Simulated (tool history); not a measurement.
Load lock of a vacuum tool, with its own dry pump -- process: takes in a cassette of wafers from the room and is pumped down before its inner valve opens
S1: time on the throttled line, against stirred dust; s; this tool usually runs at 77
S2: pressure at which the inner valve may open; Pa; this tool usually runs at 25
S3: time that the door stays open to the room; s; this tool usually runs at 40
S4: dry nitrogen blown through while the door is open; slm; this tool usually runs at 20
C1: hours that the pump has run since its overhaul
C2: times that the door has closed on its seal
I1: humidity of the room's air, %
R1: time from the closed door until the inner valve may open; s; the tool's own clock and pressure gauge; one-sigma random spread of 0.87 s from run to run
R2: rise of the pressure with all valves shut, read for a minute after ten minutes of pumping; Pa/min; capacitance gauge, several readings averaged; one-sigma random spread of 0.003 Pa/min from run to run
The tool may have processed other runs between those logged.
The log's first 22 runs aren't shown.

run 23 hour=8694.1 | S1=77 S2=35 S3=40 S4=26 | C1=12701 C2=48960 | I1=42.9 | R1=138.8 R2=0.133
run 24 hour=8979.6 | S1=39 S2=38 S3=204 S4=11 | C1=12987 C2=49899 | I1=45.9 | R1=112.7 R2=0.212
-- hour=9026.1 dry pump taken out, an overhauled one fitted
run 25 hour=9464.7 | S1=39 S2=38 S3=204 S4=11 | C1=439 C2=51474 | I1=44.1 | R1=102.8 R2=0.225
run 26 hour=9951.3 | S1=39 S2=38 S3=204 S4=11 | C1=925 C2=53074 | I1=41.7 | R1=103.3 R2=0.231
run 27 hour=10266.2 | S1=39 S2=29 S3=204 S4=11 | C1=1240 C2=54109 | I1=46.7 | R1=106.4 R2=0.240
run 28 hour=10827.9 | S1=66 S2=29 S3=204 S4=13 | C1=1802 C2=55956 | I1=46.5 | R1=126.6 R2=0.251
run 29 hour=11145.7 | S1=52 S2=19 S3=31 S4=18 | C1=2120 C2=57000 | I1=46.1 | R1=120.8 R2=0.174
-- hour=11236.0 door's seal changed, seat wiped
run 30 hour=11727.7 | S1=146 S2=25 S3=85 S4=20 | C1=2700 C2=1617 | I1=46.1 | R1=185.9 R2=0.048
run 31 hour=12292.4 | S1=146 S2=25 S3=85 S4=20 | C1=3265 C2=3474 | I1=42.7 | R1=185.3 R2=0.048
run 32 hour=12531.5 | S1=92 S2=48 S3=40 S4=20 | C1=3504 C2=4260 | I1=44.8 | R1=142.2 R2=0.030
run 33 hour=12870.4 | S1=77 S2=42 S3=40 S4=11 | C1=3843 C2=5374 | I1=43.5 | R1=133.4 R2=0.039
run 34 hour=13307.5 | S1=77 S2=42 S3=40 S4=11 | C1=4280 C2=6811 | I1=46.7 | R1=132.4 R2=0.042
run 35 hour=13687.5 | S1=77 S2=42 S3=40 S4=11 | C1=4660 C2=8060 | I1=48.0 | R1=133.1 R2=0.047
run 36 hour=14036.8 | S1=101 S2=39 S3=183 S4=42 | C1=5009 C2=9209 | I1=49.1 | R1=150.5 R2=0.063
run 37 hour=14457.0 | S1=101 S2=39 S3=183 S4=42 | C1=5429 C2=10590 | I1=46.7 | R1=151.0 R2=0.060

3 options for the next run, each taken on its own from the tool as it stands now. Forecast them:
run A hour=14939.9 | S1=77 S2=25 S3=230 S4=20 | C1=5912 C2=12178 | I1=45.8 | R1=? R2=?
run B hour=14939.9 | S1=59 S2=39 S3=183 S4=13 | C1=5912 C2=12178 | I1=45.9 | R1=? R2=?
run C hour=14939.9 | S1=116 S2=25 S3=40 S4=35 | C1=5912 C2=12178 | I1=43.3 | R1=? R2=?

run=A R1=137.5 R2=0.107
run=B R1=119.5 R2=0.111
run=C R1=165.9 R2=0.035
The same runs, with their run-to-run variation unchanged, on a tool lacking any hidden condition would have given:
run=A R1=134.6 R2=0.092
run=B R1=116.5 R2=0.096
run=C R1=163.5 R2=0.020

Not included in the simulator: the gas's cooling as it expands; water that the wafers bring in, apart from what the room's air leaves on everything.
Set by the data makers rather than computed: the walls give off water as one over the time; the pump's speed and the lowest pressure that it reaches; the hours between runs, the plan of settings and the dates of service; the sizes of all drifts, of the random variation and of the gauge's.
